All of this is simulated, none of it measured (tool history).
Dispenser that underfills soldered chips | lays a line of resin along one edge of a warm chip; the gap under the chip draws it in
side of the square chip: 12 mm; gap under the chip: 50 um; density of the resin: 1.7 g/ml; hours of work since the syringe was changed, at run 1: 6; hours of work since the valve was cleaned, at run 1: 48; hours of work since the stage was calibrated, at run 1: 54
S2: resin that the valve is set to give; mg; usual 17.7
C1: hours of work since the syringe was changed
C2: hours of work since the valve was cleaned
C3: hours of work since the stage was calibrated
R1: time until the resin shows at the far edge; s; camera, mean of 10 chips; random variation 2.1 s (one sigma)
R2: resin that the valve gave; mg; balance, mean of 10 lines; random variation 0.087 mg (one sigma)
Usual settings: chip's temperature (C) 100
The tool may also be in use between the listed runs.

Run 1, hour 0: usual settings; C1 6; C2 48; C3 54. Result: R1 346.2 s, R2 17.33 mg.
At hour 8: new syringe of resin.
Run 2, hour 11.6: usual settings; C1 3; C2 57; C3 62. Result: R1 264.4 s, R2 17.31 mg.
Run 3, hour 18.7: usual settings; C1 8; C2 62; C3 67. Result: R1 405.1 s, R2 17.2 mg.
At hour 24.4: new syringe of resin.
Run 4, hour 24.8: usual settings but chip's temperature (C) 99; C1 0; C2 66; C3 72. Result: R1 228 s, R2 17.36 mg.
Run 5, hour 29.9: usual settings; C1 4; C2 70; C3 75. Result: R1 293.3 s, R2 17.45 mg.
At hour 40.7: new syringe of resin.
Run 6, hour 40.7: usual settings; C1 0; C2 77; C3 83. Result: R1 215.5 s, R2 17.13 mg.
Run 7, hour 49.5: usual settings; C1 6; C2 84; C3 89. Result: R1 360.1 s, R2 17.24 mg.
At hour 56.9: new syringe of resin.
Run 8, hour 59.4: usual settings; C1 2; C2 90; C3 96. Result: R1 247.6 s, R2 17.17 mg.
Run 9, hour 65.5: usual settings but S2 16.7 mg; C1 6; C2 95; C3 101. Result: R1 359.8 s, R2 16.14 mg.
At hour 73.1: new syringe of resin.
Run 10, hour 76.3: usual settings but S2 16.7 mg; C1 2; C2 102; C3 108. Result: R1 267.1 s, R2 16.08 mg.
Run 11, hour 85.5: usual settings but chip's temperature (C) 93, S2 16.7 mg; C1 9; C2 109; C3 115. Result: R1 585.8 s, R2 15.99 mg.
At hour 89.1: new syringe of resin.
Run 12, hour 93.8: usual settings but chip's temperature (C) 114, S2 18.9 mg; C1 3; C2 115; C3 121. Result: R1 175.6 s, R2 18.13 mg.
Run 13, hour 104.3: usual settings but chip's temperature (C) 107, S2 21.2 mg; C1 11; C2 123; C3 128. Result: R1 417.9 s, R2 20.21 mg.
At hour 105.4: new syringe of resin.
Run 14, hour 109.3: usual settings but chip's temperature (C) 103, S2 17.1 mg; C1 3; C2 126; C3 132. Result: R1 238.2 s, R2 16.32 mg.
At hour 110.9: dispensing valve cleaned and set on the balance.
Run 15, hour 118.9: usual settings but chip's temperature (C) 103, S2 17.1 mg; C1 9; C2 6; C3 138. Result: R1 403 s, R2 17.05 mg.
At hour 122.9: new syringe of resin.
Run 16, hour 130.4: usual settings but chip's temperature (C) 98, S2 18.5 mg; C1 5; C2 14; C3 146. Result: R1 360.1 s, R2 18.43 mg.

Forecast each of these 4 alternatives for the next run:
Run A, hour 138.1: usual settings but chip's temperature (C) 98, S2 18 mg; C1 11; C2 19; C3 152. Result: R1 ?, R2 ?.
Run B, hour 138.1: usual settings but chip's temperature (C) 94, S2 21.8 mg; C1 11; C2 19; C3 152. Result: R1 ?, R2 ?.
Run C, hour 138.1: usual settings but chip's temperature (C) 85, S2 17.5 mg; C1 11; C2 19; C3 152. Result: R1 ?, R2 ?.
Run D, hour 138.1: usual settings; C1 11; C2 19; C3 152. Result: R1 ?, R2 ?.

run     R1     R2
  A  575.6  17.96
  B  644.3  21.82
  C  913.1  17.41
  D  536.3   17.7
Without the tool's hidden state the same runs would have given:
run     R1     R2
  A  221.8  18.07
  B  248.4  21.95
  C  350.9  17.52
  D  206.9  17.81
